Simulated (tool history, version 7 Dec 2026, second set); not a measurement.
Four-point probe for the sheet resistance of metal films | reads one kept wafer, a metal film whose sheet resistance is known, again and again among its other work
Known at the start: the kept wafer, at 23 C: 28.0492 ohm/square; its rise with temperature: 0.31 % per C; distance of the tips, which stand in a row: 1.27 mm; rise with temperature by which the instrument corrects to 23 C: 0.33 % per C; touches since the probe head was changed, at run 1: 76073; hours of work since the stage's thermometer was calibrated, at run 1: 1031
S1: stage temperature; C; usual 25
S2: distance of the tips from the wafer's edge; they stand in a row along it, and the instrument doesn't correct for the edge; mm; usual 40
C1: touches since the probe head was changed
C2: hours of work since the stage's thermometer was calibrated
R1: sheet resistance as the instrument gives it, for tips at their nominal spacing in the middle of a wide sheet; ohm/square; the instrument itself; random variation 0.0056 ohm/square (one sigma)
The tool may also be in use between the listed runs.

run 1 hour=0.0 | S1=25 S2=40 | C1=76073 C2=1031 | R1=28.052223
run 2 hour=13.1 | S1=25 S2=31 | C1=76936 C2=1041 | R1=28.069129
run 3 hour=43.5 | S1=25 S2=31 | C1=78932 C2=1064 | R1=28.068497
run 4 hour=73.0 | S1=25 S2=40 | C1=80872 C2=1086 | R1=28.053711
run 5 hour=93.1 | S1=25 S2=40 | C1=82192 C2=1102 | R1=28.056021
run 6 hour=116.7 | S1=32 S2=40 | C1=83738 C2=1119 | R1=28.008225
run 7 hour=134.9 | S1=28 S2=40 | C1=84934 C2=1133 | R1=28.038993
run 8 hour=148.4 | S1=25 S2=5 | C1=85823 C2=1143 | R1=28.963253
run 9 hour=170.0 | S1=25 S2=5 | C1=87241 C2=1160 | R1=28.978411
run 10 hour=193.7 | S1=35 S2=8 | C1=88799 C2=1178 | R1=28.354705
run 11 hour=220.8 | S1=23 S2=7 | C1=90580 C2=1198 | R1=28.544063
run 12 hour=245.6 | S1=25 S2=18 | C1=92209 C2=1217 | R1=28.110220
run 13 hour=266.5 | S1=18 S2=19 | C1=93581 C2=1232 | R1=28.152202
run 14 hour=296.4 | S1=29 S2=4 | C1=95549 C2=1255 | R1=29.449764
run 15 hour=309.7 | S1=19 S2=9 | C1=96422 C2=1265 | R1=28.371560
run 16 hour=340.0 | S1=32 S2=17 | C1=98410 C2=1288 | R1=28.074433
run 17 hour=359.6 | S1=20 S2=29 | C1=99698 C2=1303 | R1=28.099857

Forecast each of these 4 alternatives for the next run:
run A hour=384.2 | S1=28 S2=29 | C1=101318 C2=1321 | R1=?
run B hour=384.2 | S1=29 S2=9 | C1=101318 C2=1321 | R1=?
run C hour=384.2 | S1=27 S2=12 | C1=101318 C2=1321 | R1=?
run D hour=384.2 | S1=22 S2=21 | C1=101318 C2=1321 | R1=?

run=A R1=28.048277
run=B R1=28.303596
run=C R1=28.196937
run=D R1=28.115850
Without the tool's hidden state the same runs would have given:
run=A R1=28.045903
run=B R1=28.301202
run=C R1=28.194553
run=D R1=28.113477
